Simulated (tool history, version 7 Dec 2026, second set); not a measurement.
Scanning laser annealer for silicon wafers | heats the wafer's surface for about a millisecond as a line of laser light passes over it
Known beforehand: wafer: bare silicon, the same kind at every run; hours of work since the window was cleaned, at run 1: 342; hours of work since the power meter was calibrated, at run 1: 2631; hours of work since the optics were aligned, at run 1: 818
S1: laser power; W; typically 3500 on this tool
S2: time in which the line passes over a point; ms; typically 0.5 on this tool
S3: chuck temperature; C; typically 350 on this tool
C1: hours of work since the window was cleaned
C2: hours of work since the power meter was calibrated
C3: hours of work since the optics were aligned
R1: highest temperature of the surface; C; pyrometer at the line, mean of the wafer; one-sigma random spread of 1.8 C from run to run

run      day    S1     S2   S3   C1    C2    C3    R1
  1        0  3500    0.5  350  342  2631   818  1022
  2     2.25  3500    0.5  350  380  2669   856  1021
  3    3.862  3500  0.554  350  408  2697   884  1052
  4    7.312  3818    0.5  350  467  2756   943  1088
       7.942  -- window over the wafer cleaned
  5   10.142  3818    0.5  350   38  2803   990  1124
  6   13.567  3818    0.5  350   96  2861  1048  1120
  7    16.55  3818    0.5  350  147  2912  1099  1111
  8   19.333  3500    0.5  350  195  2960  1147  1035
  9   22.288  3500   0.56  350  245  3010  1197  1069
 10   25.404  3500   0.56  350  298  3063  1251  1061
 11     28.6  3500   0.56  350  353  3118  1305  1057
 12   31.625  3500   0.56  350  405  3170  1357  1053
 13   35.446  3500   0.56  350  470  3235  1422  1046
        36.1  -- window over the wafer cleaned
      38.838  -- optics aligned, line set to its width
 14   38.838  3500   0.56  350   43  3288     0  1096
 15   40.925  3500   0.56  350   79  3324    36  1095
 16   43.967  3500    0.5  350  131  3376    88  1053
 17   46.433  3500    0.5  350  173  3418   130  1049
 18   49.229  3500    0.5  350  221  3466   178  1046
 19   52.229  3500    0.5  350  272  3517   229  1043
 20   56.217  3500    0.5  350  340  3585   297  1033
 21   58.183  3791    0.5  322  374  3619   331  1073
 22   62.125  3791    0.5  322  441  3686   398  1065
      64.304  -- window over the wafer cleaned
 23   64.304  3168  0.359  326    0  3722   434   867
 24   67.329  3459    0.5  346   52  3774   486  1040
 25   69.638  3459    0.5  320   91  3813   525  1008
 26   72.475  3643    0.5  315  140  3861   573  1046
 27   75.158  2976  0.414  323  186  3907   619   847
 28   78.267  3656  0.352  358  239  3960   672   974
 29   81.375  3590  0.392  342  292  4014   725   973
 30   84.933  3073  0.398  336  353  4074   786   862
 31   88.758  3407  0.375  350  418  4140   852   920
 32   91.838  3407  0.375  350  471  4192   904   920
      92.183  -- window over the wafer cleaned
 33   94.179  3482  0.375  342   34  4231   943   952
 34   97.992  3210  0.359  380   99  4296  1008   920
 35   99.917  3210  0.429  380  132  4329  1041   963
 36  103.608  3210  0.429  380  195  4392  1104   958
 37  106.242  3500  0.474  350  240  4437  1149  1016
 38  109.071  3180  0.529  380  289  4485  1197  1003
 39  111.929  3500  0.577  350  337  4534  1246  1071
 40  115.496  3500  0.578  334  398  4595  1307  1051

What if the next run were any one of these 4? Each begins from the tool's condition after run 40:
  A  117.846  3500  0.381  350  439  4635  1347   ?
  B  117.846  3500    0.5  328  439  4635  1347   ?
  C  117.846  3500  0.576  334  439  4635  1347   ?
  D  117.846  3720  0.578  334  439  4635  1347   ?

run    R1
  A   940
  B  1000
  C  1046
  D  1098
Without the tool's unlogged condition, the same runs would have read:
run    R1
  A   976
  B  1041
  C  1090
  D  1145
